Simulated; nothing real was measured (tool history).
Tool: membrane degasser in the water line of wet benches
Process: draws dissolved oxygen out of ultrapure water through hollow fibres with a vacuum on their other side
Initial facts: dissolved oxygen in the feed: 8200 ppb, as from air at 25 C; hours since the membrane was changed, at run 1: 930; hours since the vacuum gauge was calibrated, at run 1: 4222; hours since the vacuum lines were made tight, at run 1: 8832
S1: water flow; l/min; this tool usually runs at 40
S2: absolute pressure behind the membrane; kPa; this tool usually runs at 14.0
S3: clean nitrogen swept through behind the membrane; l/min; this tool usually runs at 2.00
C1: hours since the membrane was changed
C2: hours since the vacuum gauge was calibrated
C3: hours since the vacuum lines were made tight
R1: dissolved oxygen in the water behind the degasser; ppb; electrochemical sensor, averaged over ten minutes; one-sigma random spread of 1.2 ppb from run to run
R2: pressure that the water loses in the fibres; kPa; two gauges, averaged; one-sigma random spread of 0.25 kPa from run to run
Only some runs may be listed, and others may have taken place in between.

run    hour  S1    S2    S3    C1    C2     C3     R1      R2
  1     0.0  40  14.0  2.00   930  4222   8832  495.0   66.98
  2    89.7  62  14.0  2.00  1020  4312   8921  774.6  103.79
  3   227.5  40  14.0  4.39  1157  4450   9059  265.0   66.88
  4   303.1  40  14.0  1.70  1233  4525   9135  565.2   67.06
  5   460.5  62  14.0  1.70  1390  4683   9292  863.8  104.11
  6   616.9  62  14.0  1.70  1547  4839   9448  863.2  104.07
  7   733.5  40   8.5  2.00  1663  4956   9565  272.2   67.81
  8   878.0  40  14.0  2.00  1808  5100   9710  497.7   67.16
  9   959.5  40  14.0  2.00  1889  5182   9791  499.5   67.13
 10  1110.5  40   8.4  2.00  2040  5333   9942  268.4   67.34
 11  1274.3  58   8.4  2.00  2204  5496  10106  422.0   97.70
 12  1383.9  58   8.4  2.00  2314  5606  10215  421.3   97.60
 13  1488.0  58   8.4  5.48  2418  5710  10320  239.5   98.00
 14  1556.5  58   8.4  5.48  2486  5779  10388  239.3   97.23
 15  1689.3  58   8.4  5.48  2619  5912  10521  239.3   97.59
 16  1765.6  40  14.0  2.00  2695  5988  10597  500.3   67.41
 17  1837.4  40  14.0  2.00  2767  6060  10669  501.9   67.21

What will run 18 give?
 18  1915.8  31  32.3  4.24  2846  6138  10747   ?   ?

R1: 508.2 ppb
R2: 52.64 kPa
The same run, on a tool lacking any hidden state, would have yielded R1 495.4 ppb, R2 52.05 kPa.

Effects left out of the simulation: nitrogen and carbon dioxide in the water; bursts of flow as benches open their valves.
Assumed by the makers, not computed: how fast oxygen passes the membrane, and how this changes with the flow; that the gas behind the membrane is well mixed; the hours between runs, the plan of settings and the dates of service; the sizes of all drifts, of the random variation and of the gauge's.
